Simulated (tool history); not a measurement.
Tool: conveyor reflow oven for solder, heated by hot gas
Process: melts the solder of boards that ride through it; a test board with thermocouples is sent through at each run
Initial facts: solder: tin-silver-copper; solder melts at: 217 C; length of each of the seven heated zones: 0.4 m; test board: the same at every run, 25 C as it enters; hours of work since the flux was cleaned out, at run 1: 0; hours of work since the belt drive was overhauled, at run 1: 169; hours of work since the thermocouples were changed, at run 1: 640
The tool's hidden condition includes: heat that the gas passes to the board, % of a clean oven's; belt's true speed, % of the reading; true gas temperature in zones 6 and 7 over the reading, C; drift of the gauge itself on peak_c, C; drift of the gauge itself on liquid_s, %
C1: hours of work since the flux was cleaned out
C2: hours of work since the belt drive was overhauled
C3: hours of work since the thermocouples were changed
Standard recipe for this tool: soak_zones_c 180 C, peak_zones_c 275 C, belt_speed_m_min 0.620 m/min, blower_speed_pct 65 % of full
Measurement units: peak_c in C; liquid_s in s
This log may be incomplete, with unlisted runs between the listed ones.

Run 1, hour 0.0: usual settings; C1 0; C2 169; C3 640. Result: peak_c 264.2 C, liquid_s 68.5 s.
Run 2, hour 28.5: usual settings; C1 20; C2 188; C3 660. Result: peak_c 264.3 C, liquid_s 68.4 s.
Run 3, hour 60.3: usual settings; C1 42; C2 210; C3 682. Result: peak_c 264.4 C, liquid_s 68.8 s.
Run 4, hour 80.5: usual settings; C1 56; C2 224; C3 696. Result: peak_c 264.5 C, liquid_s 68.6 s.
Run 5, hour 96.8: usual settings; C1 67; C2 236; C3 707. Result: peak_c 264.5 C, liquid_s 68.1 s.
Run 6, hour 124.2: usual settings but belt_speed_m_min 0.650 m/min; C1 86; C2 255; C3 726. Result: peak_c 263.0 C, liquid_s 64.7 s.
Run 7, hour 147.0: usual settings but belt_speed_m_min 0.650 m/min; C1 102; C2 270; C3 742. Result: peak_c 263.4 C, liquid_s 64.2 s.
Run 8, hour 178.6: usual settings but belt_speed_m_min 0.650 m/min; C1 123; C2 292; C3 764. Result: peak_c 262.7 C, liquid_s 64.0 s.
Run 9, hour 200.1: usual settings but belt_speed_m_min 0.650 m/min; C1 138; C2 307; C3 779. Result: peak_c 263.1 C, liquid_s 64.6 s.
At hour 207.1: flux residue cleaned out of gas plates and filters.
Run 10, hour 224.9: usual settings but peak_zones_c 273 C; C1 12; C2 321; C3 792. Result: peak_c 262.0 C, liquid_s 68.0 s.
Run 11, hour 247.0: usual settings but peak_zones_c 273 C; C1 28; C2 336; C3 808. Result: peak_c 262.4 C, liquid_s 68.1 s.
Run 12, hour 279.3: usual settings but belt_speed_m_min 0.697 m/min; C1 50; C2 358; C3 830. Result: peak_c 260.9 C, liquid_s 58.9 s.
Run 13, hour 295.1: usual settings but blower_speed_pct 89 % of full; C1 61; C2 369; C3 841. Result: peak_c 268.8 C, liquid_s 71.2 s.
Run 14, hour 319.6: usual settings but belt_speed_m_min 0.616 m/min, blower_speed_pct 89 % of full; C1 78; C2 386; C3 858. Result: peak_c 269.3 C, liquid_s 71.7 s.
Run 15, hour 343.3: usual settings; C1 94; C2 402; C3 874. Result: peak_c 264.1 C, liquid_s 68.4 s.
Run 16, hour 359.3: usual settings but soak_zones_c 190 C; C1 105; C2 413; C3 885. Result: peak_c 265.8 C, liquid_s 73.5 s.
Run 17, hour 381.4: usual settings but peak_zones_c 289 C, belt_speed_m_min 0.734 m/min, blower_speed_pct 77 % of full; C1 120; C2 429; C3 900. Result: peak_c 274.7 C, liquid_s 61.0 s.
At hour 401.9: flux residue cleaned out of gas plates and filters, once more.
Run 18, hour 403.7: usual settings but peak_zones_c 289 C, belt_speed_m_min 0.734 m/min, blower_speed_pct 77 % of full; C1 1; C2 441; C3 912. Result: peak_c 275.6 C, liquid_s 62.4 s.
Run 19, hour 427.7: usual settings but peak_zones_c 287 C, blower_speed_pct 62 % of full; C1 18; C2 457; C3 929. Result: peak_c 275.2 C, liquid_s 74.4 s.
Run 20, hour 460.4: usual settings but soak_zones_c 172 C, peak_zones_c 272 C, belt_speed_m_min 0.546 m/min, blower_speed_pct 73 % of full; C1 40; C2 480; C3 952. Result: peak_c 266.3 C, liquid_s 77.8 s.
Run 21, hour 490.8: usual settings but soak_zones_c 175 C, peak_zones_c 284 C, belt_speed_m_min 0.546 m/min, blower_speed_pct 73 % of full; C1 61; C2 501; C3 973. Result: peak_c 278.1 C, liquid_s 83.4 s.
Run 22, hour 507.9: usual settings but soak_zones_c 184 C, belt_speed_m_min 0.711 m/min; C1 73; C2 513; C3 984. Result: peak_c 261.7 C, liquid_s 59.9 s.
Run 23, hour 528.9: usual settings but peak_zones_c 282 C, blower_speed_pct 88 % of full; C1 88; C2 527; C3 999. Result: peak_c 276.5 C, liquid_s 73.7 s.

Run 24 comes next. What will it give?
Run 24, hour 557.9: usual settings but soak_zones_c 169 C, peak_zones_c 282 C, blower_speed_pct 59 % of full; C1 108; C2 547; C3 1019. Result: peak_c ?, liquid_s ?.

{"run 24": {"peak_c": 268.1, "liquid_s": 67.3}}
Minus the tool's unlogged condition, the same run would have read peak_c 265.4 C, liquid_s 64.9 s.
